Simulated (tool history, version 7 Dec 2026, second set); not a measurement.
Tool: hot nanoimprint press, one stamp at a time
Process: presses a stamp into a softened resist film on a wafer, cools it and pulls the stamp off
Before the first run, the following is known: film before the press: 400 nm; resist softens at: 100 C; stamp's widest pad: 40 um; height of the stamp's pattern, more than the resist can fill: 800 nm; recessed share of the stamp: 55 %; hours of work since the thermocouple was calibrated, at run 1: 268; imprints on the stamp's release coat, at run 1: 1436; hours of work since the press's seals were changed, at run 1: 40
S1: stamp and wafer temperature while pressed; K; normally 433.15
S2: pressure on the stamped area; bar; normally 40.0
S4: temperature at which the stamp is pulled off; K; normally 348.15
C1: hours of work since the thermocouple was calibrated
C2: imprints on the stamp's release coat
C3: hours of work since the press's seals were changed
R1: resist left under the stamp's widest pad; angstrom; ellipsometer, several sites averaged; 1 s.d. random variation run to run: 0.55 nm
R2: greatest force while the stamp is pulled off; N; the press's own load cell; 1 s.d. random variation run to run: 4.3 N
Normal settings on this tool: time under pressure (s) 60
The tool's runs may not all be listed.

run 1 hour=0.0 | S1=433.15 S2=40.0 time_under_pressure_(s)=60 S4=348.15 | C1=268 C2=1436 C3=40 | R1=1738 R2=217
run 2 hour=21.1 | S1=433.15 S2=40.0 time_under_pressure_(s)=60 S4=348.15 | C1=277 C2=1497 C3=49 | R1=1726 R2=213
run 3 hour=54.9 | S1=433.15 S2=40.0 time_under_pressure_(s)=60 S4=348.15 | C1=292 C2=1595 C3=64 | R1=1725 R2=206
run 4 hour=85.4 | S1=433.15 S2=40.0 time_under_pressure_(s)=60 S4=348.15 | C1=306 C2=1684 C3=78 | R1=1728 R2=211
run 5 hour=110.4 | S1=433.15 S2=40.0 time_under_pressure_(s)=60 S4=348.15 | C1=317 C2=1756 C3=89 | R1=1729 R2=209
run 6 hour=133.7 | S1=433.15 S2=40.0 time_under_pressure_(s)=60 S4=348.15 | C1=328 C2=1824 C3=100 | R1=1738 R2=210
run 7 hour=164.4 | S1=433.15 S2=40.0 time_under_pressure_(s)=60 S4=348.15 | C1=342 C2=1913 C3=114 | R1=1733 R2=204
run 8 hour=183.7 | S1=433.15 S2=40.0 time_under_pressure_(s)=60 S4=348.15 | C1=350 C2=1970 C3=122 | R1=1731 R2=206
run 9 hour=214.2 | S1=433.15 S2=40.0 time_under_pressure_(s)=60 S4=348.15 | C1=364 C2=2058 C3=136 | R1=1747 R2=210
run 10 hour=244.0 | S1=433.15 S2=40.0 time_under_pressure_(s)=56 S4=348.15 | C1=377 C2=2145 C3=149 | R1=1784 R2=209
run 11 hour=268.3 | S1=433.15 S2=40.0 time_under_pressure_(s)=60 S4=348.15 | C1=388 C2=2216 C3=160 | R1=1745 R2=211
run 12 hour=284.4 | S1=433.15 S2=40.0 time_under_pressure_(s)=60 S4=336.15 | C1=396 C2=2262 C3=168 | R1=1741 R2=224
run 13 hour=310.5 | S1=433.15 S2=40.0 time_under_pressure_(s)=60 S4=336.15 | C1=407 C2=2338 C3=179 | R1=1745 R2=223
-- hour=336.0 stamp cleaned and given a new release coat
run 14 hour=340.4 | S1=433.15 S2=40.0 time_under_pressure_(s)=60 S4=336.15 | C1=418 C2=13 C3=190 | R1=1746 R2=222
run 15 hour=374.0 | S1=433.15 S2=40.0 time_under_pressure_(s)=60 S4=336.15 | C1=433 C2=111 C3=205 | R1=1743 R2=217
run 16 hour=397.6 | S1=441.15 S2=55.6 time_under_pressure_(s)=60 S4=348.15 | C1=444 C2=179 C3=216 | R1=1035 R2=214
run 17 hour=414.4 | S1=433.15 S2=45.7 time_under_pressure_(s)=39 S4=348.15 | C1=451 C2=228 C3=223 | R1=1938 R2=204
run 18 hour=449.6 | S1=426.15 S2=45.7 time_under_pressure_(s)=54 S4=335.15 | C1=467 C2=330 C3=239 | R1=2348 R2=225
run 19 hour=466.1 | S1=440.15 S2=54.5 time_under_pressure_(s)=41 S4=334.15 | C1=475 C2=378 C3=247 | R1=1292 R2=224
run 20 hour=484.8 | S1=433.15 S2=37.5 time_under_pressure_(s)=45 S4=348.15 | C1=483 C2=432 C3=255 | R1=1996 R2=211
run 21 hour=505.0 | S1=443.15 S2=40.0 time_under_pressure_(s)=56 S4=348.15 | C1=492 C2=491 C3=264 | R1=1164 R2=208
run 22 hour=531.4 | S1=433.15 S2=33.1 time_under_pressure_(s)=45 S4=348.15 | C1=504 C2=568 C3=276 | R1=2115 R2=211
run 23 hour=559.8 | S1=433.15 S2=33.1 time_under_pressure_(s)=45 S4=348.15 | C1=517 C2=651 C3=289 | R1=2114 R2=209
-- hour=590.2 plate thermocouple calibrated
run 24 hour=592.1 | S1=442.15 S2=41.0 time_under_pressure_(s)=58 S4=352.15 | C1=1 C2=736 C3=302 | R1=1182 R2=206
run 25 hour=628.7 | S1=442.15 S2=41.0 time_under_pressure_(s)=58 S4=352.15 | C1=17 C2=842 C3=318 | R1=1184 R2=201
run 26 hour=649.6 | S1=433.15 S2=55.7 time_under_pressure_(s)=60 S4=343.15 | C1=27 C2=903 C3=328 | R1=1503 R2=214
-- hour=676.1 gauge calibrated
run 27 hour=685.2 | S1=433.15 S2=40.0 time_under_pressure_(s)=44 S4=349.15 | C1=43 C2=1006 C3=344 | R1=1950 R2=211
run 28 hour=710.7 | S1=433.15 S2=40.0 time_under_pressure_(s)=44 S4=349.15 | C1=54 C2=1081 C3=355 | R1=1938 R2=213
run 29 hour=735.9 | S1=433.15 S2=28.4 time_under_pressure_(s)=60 S4=338.15 | C1=66 C2=1154 C3=367 | R1=2015 R2=225

Forecast each of these 5 alternatives for the next run:
run A hour=762.2 | S1=433.15 S2=58.3 time_under_pressure_(s)=33 S4=338.15 | C1=77 C2=1230 C3=378 | R1=? R2=?
run B hour=762.2 | S1=422.15 S2=38.6 time_under_pressure_(s)=107 S4=348.15 | C1=77 C2=1230 C3=378 | R1=? R2=?
run C hour=762.2 | S1=433.15 S2=28.4 time_under_pressure_(s)=44 S4=349.15 | C1=77 C2=1230 C3=378 | R1=? R2=?
run D hour=762.2 | S1=426.15 S2=40.0 time_under_pressure_(s)=60 S4=348.15 | C1=77 C2=1230 C3=378 | R1=? R2=?
run E hour=762.2 | S1=433.15 S2=28.4 time_under_pressure_(s)=71 S4=338.15 | C1=77 C2=1230 C3=378 | R1=? R2=?

run=A R1=1840 R2=229
run=B R1=2340 R2=212
run=C R1=2235 R2=205
run=D R1=2352 R2=217
run=E R1=1898 R2=223
With no hidden state in the tool, these same runs would have given:
run=A R1=1837 R2=228
run=B R1=2336 R2=211
run=C R1=2230 R2=205
run=D R1=2347 R2=216
run=E R1=1894 R2=222
